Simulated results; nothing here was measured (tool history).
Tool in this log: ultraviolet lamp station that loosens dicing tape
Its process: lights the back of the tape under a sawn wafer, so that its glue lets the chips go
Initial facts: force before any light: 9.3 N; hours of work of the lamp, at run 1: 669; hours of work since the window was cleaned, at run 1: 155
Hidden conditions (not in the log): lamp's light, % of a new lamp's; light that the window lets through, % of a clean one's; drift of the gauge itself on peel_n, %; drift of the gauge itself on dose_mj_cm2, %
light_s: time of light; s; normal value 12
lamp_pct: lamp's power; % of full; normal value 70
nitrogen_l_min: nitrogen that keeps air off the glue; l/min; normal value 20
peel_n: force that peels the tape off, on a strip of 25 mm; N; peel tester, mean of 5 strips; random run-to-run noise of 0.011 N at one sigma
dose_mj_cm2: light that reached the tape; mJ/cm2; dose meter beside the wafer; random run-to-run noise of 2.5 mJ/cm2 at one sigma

run,hour,light_s,lamp_pct,nitrogen_l_min,hours of work of the lamp,hours of work since the window was cleaned,peel_n,dose_mj_cm2
1,0.0,12,70,20,669,155,0.758,250
2,20.2,12,70,20,684,170,0.736,247
3,38.4,12,70,20,698,184,0.771,243
4,58.3,12,70,20,713,199,0.791,245
5,78.9,12,70,14,728,214,1.041,246
6,104.2,12,70,14,747,233,1.045,239
7,129.9,12,86,8,766,253,1.140,299
# hour 131.6: window cleaned of glue's vapour
8,153.5,12,86,8,784,16,1.155,293
9,178.8,19,84,6,803,35,0.638,447
10,201.6,19,84,6,820,52,0.648,441
# hour 223.3: window cleaned of glue's vapour, once more
11,223.7,19,84,6,836,0,0.591,462
12,237.8,19,84,6,846,11,0.594,452

Below are 5 alternative next runs, each starting from the tool's condition after run 12. Predict each:
A,262.1,12,70,17,865,29,?,?
B,262.1,12,85,16,865,29,?,?
C,262.1,6,63,6,865,29,?,?
D,262.1,17,66,7,865,29,?,?
E,262.1,19,93,22,865,29,?,?

run,peel_n,dose_mj_cm2
A,0.964,242
B,0.674,285
C,4.750,107
D,1.077,318
E,0.218,499
With no hidden state in the tool, these same runs would have given:
run,peel_n,dose_mj_cm2
A,0.580,308
B,0.408,366
C,3.911,137
D,0.656,407
E,0.198,638

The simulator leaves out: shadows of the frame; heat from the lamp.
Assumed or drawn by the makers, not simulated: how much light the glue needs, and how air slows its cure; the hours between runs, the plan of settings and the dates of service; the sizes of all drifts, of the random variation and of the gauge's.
